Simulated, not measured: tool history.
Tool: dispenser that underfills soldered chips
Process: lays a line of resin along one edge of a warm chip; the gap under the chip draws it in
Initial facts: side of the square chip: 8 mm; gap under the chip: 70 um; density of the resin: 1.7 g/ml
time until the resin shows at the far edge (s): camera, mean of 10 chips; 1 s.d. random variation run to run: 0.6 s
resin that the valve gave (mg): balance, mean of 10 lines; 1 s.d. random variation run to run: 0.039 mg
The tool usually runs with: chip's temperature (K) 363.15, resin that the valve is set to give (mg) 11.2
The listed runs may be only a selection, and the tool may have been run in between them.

run	hour	chip's temperature (K)	resin that the valve is set to give (mg)	time until the resin shows at the far edge (s)	resin that the valve gave (mg)
1	0	363.15	11.2	58.3	11.11
# hour 6.1: new syringe of resin
2	8.7	368.15	11.2	43.6	11.15
# hour 16.4: new syringe of resin
3	19.5	368.15	11.2	45.8	11.09
4	25.9	368.15	11.2	54	11.15
# hour 27.6: new syringe of resin
# hour 38.4: new syringe of resin
5	40.1	368.15	11.1	43.5	10.92
# hour 49.5: new syringe of resin
6	49.9	363.15	11.2	52.4	10.99
# hour 60.6: new syringe of resin
7	65.1	363.15	11.2	59.6	10.9
# hour 71.2: new syringe of resin
8	76.8	373.15	11.2	39.2	10.91
# hour 82.2: new syringe of resin
# hour 92.9: new syringe of resin
9	92.9	363.15	11.2	52.9	10.84
# hour 104.2: new syringe of resin
10	104.7	363.15	11.2	54.8	10.95
11	113.4	369.15	11.2	51.9	10.81
# hour 114.5: new syringe of resin
12	120.1	369.15	11.2	47.5	10.8
# hour 126: new syringe of resin
# hour 127: dispensing valve cleaned and set on the balance
13	128.5	369.15	11.2	41	11.2
# hour 137.6: new syringe of resin
14	144.5	369.15	11.2	47.2	11.14
# hour 148.5: new syringe of resin
15	154.6	349.15	12.6	121.1	12.49
# hour 159: new syringe of resin
# hour 170: new syringe of resin
16	170.8	363.15	14	53.7	13.79
17	177.6	363.15	13.2	63.5	13.05
# hour 180.6: new syringe of resin
18	187.1	370.15	10.3	48.1	10.18
# hour 192.1: new syringe of resin
19	199.3	359.15	10.8	78.2	10.57
# hour 203: new syringe of resin
# hour 213.8: new syringe of resin
20	213.8	359.15	10.8	66.1	10.52
# hour 224.9: new syringe of resin
21	225.4	368.15	11.3	43.2	11.04
22	233.8	354.15	10.1	107.1	9.78
# hour 235.5: new syringe of resin
# hour 246: new syringe of resin
23	248.8	360.15	10.9	67.3	10.55
# hour 256.4: new syringe of resin
24	258.3	362.15	12.9	58.8	12.46
# hour 267.5: new syringe of resin
25	270.9	362.15	12.9	60.7	12.45
# hour 276.6: dispensing valve cleaned and set on the balance
# hour 279.2: new syringe of resin
26	283	377.15	12.5	31.5	12.44
# hour 289.5: new syringe of resin
27	295.4	362.15	12.5	65.6	12.42

Branching from run 27: 5 alternative next runs. What would each branch give?
# hour 300.6: new syringe of resin
A	306.7	362.15	14.5	?	?
# hour 300.6: new syringe of resin
B	306.7	365.15	14.5	?	?
# hour 300.6: new syringe of resin
C	306.7	354.15	12.5	?	?
# hour 300.6: new syringe of resin
D	306.7	358.15	13.6	?	?
# hour 300.6: new syringe of resin
E	306.7	364.15	13.2	?	?

run	time until the resin shows at the far edge (s)	resin that the valve gave (mg)
A	64.5	14.37
B	55.8	14.36
C	96.7	12.4
D	78.4	13.45
E	59.1	13.05
Without the tool's hidden state the same runs would have given:
run	time until the resin shows at the far edge (s)	resin that the valve gave (mg)
A	52.9	14.47
B	45.8	14.46
C	79.1	12.49
D	64.2	13.55
E	48.5	13.15
